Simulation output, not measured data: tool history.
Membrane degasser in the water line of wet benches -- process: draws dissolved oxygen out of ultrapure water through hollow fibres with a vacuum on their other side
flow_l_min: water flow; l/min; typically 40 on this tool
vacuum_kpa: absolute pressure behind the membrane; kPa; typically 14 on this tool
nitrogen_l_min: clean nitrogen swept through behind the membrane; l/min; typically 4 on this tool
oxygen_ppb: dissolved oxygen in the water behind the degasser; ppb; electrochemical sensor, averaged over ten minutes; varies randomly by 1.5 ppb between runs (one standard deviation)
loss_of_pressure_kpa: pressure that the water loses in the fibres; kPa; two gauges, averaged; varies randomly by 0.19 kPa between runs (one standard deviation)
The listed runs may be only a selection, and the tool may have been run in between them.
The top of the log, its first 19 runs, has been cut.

run     day  flow_l_min  vacuum_kpa  nitrogen_l_min  hours since the membrane was changed  hours since the vacuum gauge was calibrated  hours since the vacuum lines were made tight  oxygen_ppb  loss_of_pressure_kpa
 20  32.467          61        14.9           10.12                                  1242                                         4821                                          3405         348                 85.84
 21  34.233          61        14.9           10.12                                  1285                                         4864                                          3447       346.6                 86.57
 22  35.692          36          14           11.64                                  1320                                         4898                                          3482       138.8                 50.66
 23  37.188          36          14           11.64                                  1356                                         4934                                          3518       137.4                    51
 24  39.025          36          14           11.64                                  1400                                         4979                                          3562       138.1                 50.79
 25  40.396          39        33.3            3.32                                  1432                                         5011                                          3595       822.9                 55.29
 26  41.412          40         9.9            6.76                                  1457                                         5036                                          3619       172.4                 56.83
 27  43.521          25        14.4            1.61                                  1507                                         5086                                          3670       415.8                 35.49
 28  45.671          25        14.4            1.61                                  1559                                         5138                                          3721       414.9                 35.44
 29  47.012          36         9.2               4                                  1591                                         5170                                          3754         190                 51.33
 30  48.008          59        26.4            2.91                                  1615                                         5194                                          3777      1094.9                 83.63
 31  49.112          59        26.4            2.91                                  1642                                         5221                                          3804        1091                 83.77
 32  50.471          54        21.8            3.63                                  1674                                         5253                                          3837       730.6                 76.23

4 ways to go on from here, each from the tool as it stands after run 32. What would each give?
     52.262  -- vacuum gauge calibrated
  A  52.262          38          14            3.33                                  1717                                            0                                          3879           ?                     ?
     52.262  -- vacuum gauge calibrated
  B  52.262          54        10.3             3.6                                  1717                                            0                                          3879           ?                     ?
     52.262  -- vacuum gauge calibrated
  C  52.262          43         9.9            3.18                                  1717                                            0                                          3879           ?                     ?
     52.262  -- vacuum gauge calibrated
  D  52.262          45        21.8            1.76                                  1717                                            0                                          3879           ?                     ?

run  oxygen_ppb  loss_of_pressure_kpa
  A       339.1                 54.22
  B       371.6                 76.71
  C       285.9                 61.14
  D        1004                 63.81
What these runs would have given with no unlogged condition in the tool:
run  oxygen_ppb  loss_of_pressure_kpa
  A       335.8                 53.76
  B       366.4                 76.06
  C       282.2                 60.62
  D       999.6                 63.27
